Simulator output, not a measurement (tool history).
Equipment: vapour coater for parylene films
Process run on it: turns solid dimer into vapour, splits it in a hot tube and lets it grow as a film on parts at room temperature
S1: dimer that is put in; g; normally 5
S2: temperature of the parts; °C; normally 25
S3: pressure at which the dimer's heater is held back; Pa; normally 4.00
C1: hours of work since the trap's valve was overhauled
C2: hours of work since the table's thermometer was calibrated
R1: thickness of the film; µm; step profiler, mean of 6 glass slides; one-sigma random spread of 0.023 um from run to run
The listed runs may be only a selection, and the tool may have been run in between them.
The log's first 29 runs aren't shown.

| run | hour | S1 | S2 | S3 | C1 | C2 | R1 |
|---|---|---|---|---|---|---|---|
| 30 | 637.3 | 4 | 22 | 2.51 | 234 | 1270 | 2.84 |
| 31 | 658.9 | 4 | 31 | 3.59 | 252 | 1287 | 1.83 |
| 32 | 677.1 | 2 | 24 | 9.08 | 266 | 1302 | 1.15 |
|  | 694.4 | trap's valve overhauled |
| 33 | 708.4 | 2 | 24 | 9.08 | 11 | 1323 | 1.15 |
| 34 | 732.9 | 2 | 24 | 9.08 | 31 | 1343 | 1.15 |
| 35 | 759.5 | 3 | 27 | 3.57 | 52 | 1364 | 1.63 |
| 36 | 786.3 | 5 | 18 | 7.98 | 73 | 1386 | 3.68 |
| 37 | 812.0 | 8 | 18 | 4.25 | 94 | 1406 | 5.90 |
| 38 | 833.3 | 8 | 18 | 4.25 | 111 | 1423 | 5.98 |
| 39 | 860.1 | 4 | 25 | 8.88 | 132 | 1445 | 2.21 |
| 40 | 875.0 | 4 | 25 | 8.88 | 144 | 1457 | 2.21 |

What if the next run were any one of these 3? Each begins from the tool's condition after run 40:
| A | 901.6 | 4 | 25 | 4.79 | 166 | 1478 | ? |
| B | 901.6 | 4 | 33 | 8.88 | 166 | 1478 | ? |
| C | 901.6 | 8 | 25 | 4.00 | 166 | 1478 | ? |

| run | R1 |
|---|---|
| A | 2.33 |
| B | 1.52 |
| C | 4.72 |
Take away the tool's hidden state, keep each run's random variation, and the runs would have read:
| run | R1 |
|---|---|
| A | 2.33 |
| B | 1.52 |
| C | 4.73 |
